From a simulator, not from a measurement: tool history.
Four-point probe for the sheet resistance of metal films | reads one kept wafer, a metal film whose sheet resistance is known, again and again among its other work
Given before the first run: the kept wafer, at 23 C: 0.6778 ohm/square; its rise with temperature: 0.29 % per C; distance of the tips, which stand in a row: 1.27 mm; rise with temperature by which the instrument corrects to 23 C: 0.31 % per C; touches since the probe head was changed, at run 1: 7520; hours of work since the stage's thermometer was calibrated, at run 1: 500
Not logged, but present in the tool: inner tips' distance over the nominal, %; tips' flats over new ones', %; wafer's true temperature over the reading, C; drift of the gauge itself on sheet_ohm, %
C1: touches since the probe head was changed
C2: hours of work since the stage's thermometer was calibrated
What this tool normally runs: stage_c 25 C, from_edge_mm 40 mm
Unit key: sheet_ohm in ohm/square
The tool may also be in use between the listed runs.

{"run": 1, "hour": 0.0, "stage_c": 25, "from_edge_mm": 40, "C1": 7520, "C2": 500, "sheet_ohm": 0.678783}
{"run": 2, "hour": 21.1, "stage_c": 18, "from_edge_mm": 40, "C1": 8046, "C2": 513, "sheet_ohm": 0.679839}
{"run": 3, "hour": 41.9, "stage_c": 18, "from_edge_mm": 40, "C1": 8565, "C2": 526, "sheet_ohm": 0.680116}
{"run": 4, "hour": 64.7, "stage_c": 27, "from_edge_mm": 40, "C1": 9133, "C2": 540, "sheet_ohm": 0.678272}
{"run": 5, "hour": 81.6, "stage_c": 25, "from_edge_mm": 6, "C1": 9555, "C2": 550, "sheet_ohm": 0.694484}
{"run": 6, "hour": 101.6, "stage_c": 29, "from_edge_mm": 40, "C1": 10054, "C2": 563, "sheet_ohm": 0.678295}
{"run": 7, "hour": 121.6, "stage_c": 24, "from_edge_mm": 6, "C1": 10552, "C2": 575, "sheet_ohm": 0.694709}
{"run": 8, "hour": 144.2, "stage_c": 24, "from_edge_mm": 6, "C1": 11116, "C2": 589, "sheet_ohm": 0.694638}
{"run": 9, "hour": 169.4, "stage_c": 19, "from_edge_mm": 30, "C1": 11745, "C2": 605, "sheet_ohm": 0.680428}
{"run": 10, "hour": 187.7, "stage_c": 25, "from_edge_mm": 14, "C1": 12202, "C2": 616, "sheet_ohm": 0.68141}
{"run": 11, "hour": 207.5, "stage_c": 28, "from_edge_mm": 37, "C1": 12697, "C2": 629, "sheet_ohm": 0.678374}
{"run": 12, "hour": 227.8, "stage_c": 28, "from_edge_mm": 7, "C1": 13203, "C2": 641, "sheet_ohm": 0.689473}

Below are 3 alternative next runs, each starting from the tool's condition after run 12. Predict each:
{"run": "A", "hour": 253.7, "stage_c": 25, "from_edge_mm": 40, "C1": 13847, "C2": 657, "sheet_ohm": "?"}
{"run": "B", "hour": 253.7, "stage_c": 18, "from_edge_mm": 14, "C1": 13847, "C2": 657, "sheet_ohm": "?"}
{"run": "C", "hour": 253.7, "stage_c": 23, "from_edge_mm": 40, "C1": 13847, "C2": 657, "sheet_ohm": "?"}

run=A sheet_ohm=0.679026
run=B sheet_ohm=0.682792
run=C sheet_ohm=0.679231
Take away the tool's hidden state, keep each run's random variation, and the runs would have read:
run=A sheet_ohm=0.677968
run=B sheet_ohm=0.681738
run=C sheet_ohm=0.678175
